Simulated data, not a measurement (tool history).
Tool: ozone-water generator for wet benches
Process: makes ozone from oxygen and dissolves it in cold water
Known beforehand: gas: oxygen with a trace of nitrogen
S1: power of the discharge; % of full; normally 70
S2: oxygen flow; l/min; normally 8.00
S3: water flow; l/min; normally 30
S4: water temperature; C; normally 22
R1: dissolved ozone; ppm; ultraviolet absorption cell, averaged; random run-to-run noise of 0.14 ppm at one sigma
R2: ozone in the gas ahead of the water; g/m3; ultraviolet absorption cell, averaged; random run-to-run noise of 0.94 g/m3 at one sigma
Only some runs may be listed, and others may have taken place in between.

| run | hour | S1 | S2 | S3 | S4 | R1 | R2 |
|---|---|---|---|---|---|---|---|
| 1 | 0.0 | 70 | 8.00 | 30 | 22 | 13.9 | 129.7 |
| 2 | 109.9 | 70 | 8.00 | 43 | 22 | 10.1 | 128.1 |
| 3 | 194.1 | 70 | 10.44 | 30 | 22 | 14.2 | 116.0 |
| 4 | 330.9 | 70 | 10.44 | 30 | 22 | 14.0 | 116.5 |
|  | 345.6 | contactor cleaned |
| 5 | 395.0 | 70 | 10.44 | 30 | 22 | 13.9 | 116.2 |
| 6 | 467.5 | 70 | 8.00 | 30 | 22 | 13.4 | 126.8 |
| 7 | 606.1 | 70 | 8.00 | 30 | 16 | 14.8 | 125.0 |
| 8 | 722.7 | 96 | 4.76 | 18 | 24 | 19.9 | 172.8 |
| 9 | 829.3 | 70 | 8.00 | 46 | 20 | 9.3 | 123.9 |
| 10 | 889.2 | 52 | 13.53 | 43 | 21 | 9.5 | 91.5 |
| 11 | 995.5 | 59 | 8.00 | 22 | 24 | 14.5 | 114.5 |
|  | 1017.8 | contactor cleaned, once more |
| 12 | 1125.9 | 72 | 5.30 | 31 | 22 | 12.1 | 143.3 |
|  | 1210.2 | water thermometer calibrated |
| 13 | 1210.6 | 72 | 5.30 | 31 | 22 | 12.0 | 142.5 |

Hidden state or all else? Some run-to-run changes of R1, split into what the settings, what came in and random variation would give without the hidden state, and what is left for the hidden state (with any gauge scatter that isn't in both results):
The tool's hidden condition here consists of: yield of the discharge, % of new electrodes'; contactor's efficiency, % of a clean one's; true water temperature over the reading, C; drift of the gauge itself on ozone_ppm, %; drift of the gauge itself on gas_g_m3, %.
Run 8 -> 9: S1 96 -> 70, S2 4.76 -> 8.00, S3 18 -> 46, S4 24 -> 20. R1 -10.6 ppm: hidden state +4.1, all else -14.7.

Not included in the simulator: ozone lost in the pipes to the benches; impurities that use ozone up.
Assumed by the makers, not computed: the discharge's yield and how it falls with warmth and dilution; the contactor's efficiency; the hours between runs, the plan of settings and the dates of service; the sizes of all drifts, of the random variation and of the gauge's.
